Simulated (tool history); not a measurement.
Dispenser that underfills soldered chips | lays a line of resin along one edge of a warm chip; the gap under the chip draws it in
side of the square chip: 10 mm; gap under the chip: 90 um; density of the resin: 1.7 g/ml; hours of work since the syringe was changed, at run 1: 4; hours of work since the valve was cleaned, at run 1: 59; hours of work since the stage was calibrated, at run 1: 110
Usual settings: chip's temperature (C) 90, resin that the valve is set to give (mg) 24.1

run  hour  chip's temperature (C)  resin that the valve is set to give (mg)  hours of work since the syringe was changed  hours of work since the valve was cleaned  hours of work since the stage was calibrated  time until the resin shows at the far edge (s)  resin that the valve gave (mg)
  1   0.0                      90                                      24.1                                            4                                         59                                           110                                            57.3                           22.84
  2   2.9                      90                                      24.1                                            6                                         61                                           112                                            61.2                           22.87
  3   5.8                      99                                      24.1                                            8                                         62                                           114                                            43.9                           22.77
  4   9.1                      99                                      24.1                                           10                                         65                                           116                                            48.5                           22.78
      9.8  -- new syringe of resin
  5  14.0                      99                                      24.1                                            3                                         67                                           119                                            35.9                           22.71
  6  16.8                      99                                      24.1                                            4                                         69                                           120                                            38.8                           22.71
  7  21.5                      99                                      24.1                                            7                                         72                                           123                                            44.0                           22.60
  8  25.4                      90                                      24.1                                           10                                         74                                           126                                            75.8                           22.61
     26.1  -- new syringe of resin
  9  30.5                      90                                      24.1                                            3                                         77                                           129                                            54.2                           22.55
 10  33.1                      90                                      25.1                                            4                                         79                                           130                                            58.6                           23.23
 11  36.0                      90                                      24.1                                            6                                         81                                           132                                            64.4                           22.31
 12  38.1                      90                                      24.1                                            8                                         82                                           134                                            67.9                           22.34
     42.3  -- new syringe of resin
 13  42.7                      91                                      23.2                                            0                                         85                                           136                                            48.0                           21.52
 14  46.8                      91                                      23.2                                            3                                         87                                           139                                            52.8                           21.46
 15  51.1                      90                                      27.0                                            5                                         90                                           142                                            61.7                           24.81
 16  55.7                      87                                      21.0                                            8                                         93                                           144                                            85.3                           19.37
     58.6  -- new syringe of resin
 17  60.3                      78                                      23.7                                            1                                         96                                           147                                            98.2                           21.83
 18  64.9                      90                                      24.9                                            4                                         99                                           150                                            60.3                           22.75
 19  67.9                      93                                      24.1                                            6                                        101                                           152                                            56.5                           22.07
 20  72.7                      98                                      29.4                                            9                                        103                                           155                                            49.3                           26.48
     75.0  -- new syringe of resin
 21  76.7                      79                                      24.8                                            1                                        106                                           157                                            88.2                           22.47

Measured less the same run without the tool's hidden state. The same run-to-run variation is in both; the gauge's scatter may not be:
The hidden state here: resin's viscosity, % of fresh resin's; dose that the valve gives, % of what is set; true chip temperature over the reading, C; drift of the gauge itself on fill_s, %; drift of the gauge itself on given_mg, %.
run  time until the resin shows at the far edge (s)  resin that the valve gave (mg)
  1                                           +11.3                           -1.22
  2                                           +16.0                           -1.27
  3                                           +14.0                           -1.30
  4                                           +18.3                           -1.35
  5                                            +5.4                           -1.41
  6                                            +8.3                           -1.44
  7                                           +13.7                           -1.50
  8                                           +29.1                           -1.56
  9                                            +8.6                           -1.62
 10                                           +12.7                           -1.71
 11                                           +17.9                           -1.69
 12                                           +21.7                           -1.71
 13                                            +3.9                           -1.71
 14                                            +9.8                           -1.76
 15                                           +16.6                           -2.11
 16                                           +31.6                           -1.70
 17                                           +12.2                           -1.97
 18                                           +13.5                           -2.15
 19                                           +16.2                           -2.13
 20                                           +18.5                           -2.63
 21                                            +9.1                           -2.28

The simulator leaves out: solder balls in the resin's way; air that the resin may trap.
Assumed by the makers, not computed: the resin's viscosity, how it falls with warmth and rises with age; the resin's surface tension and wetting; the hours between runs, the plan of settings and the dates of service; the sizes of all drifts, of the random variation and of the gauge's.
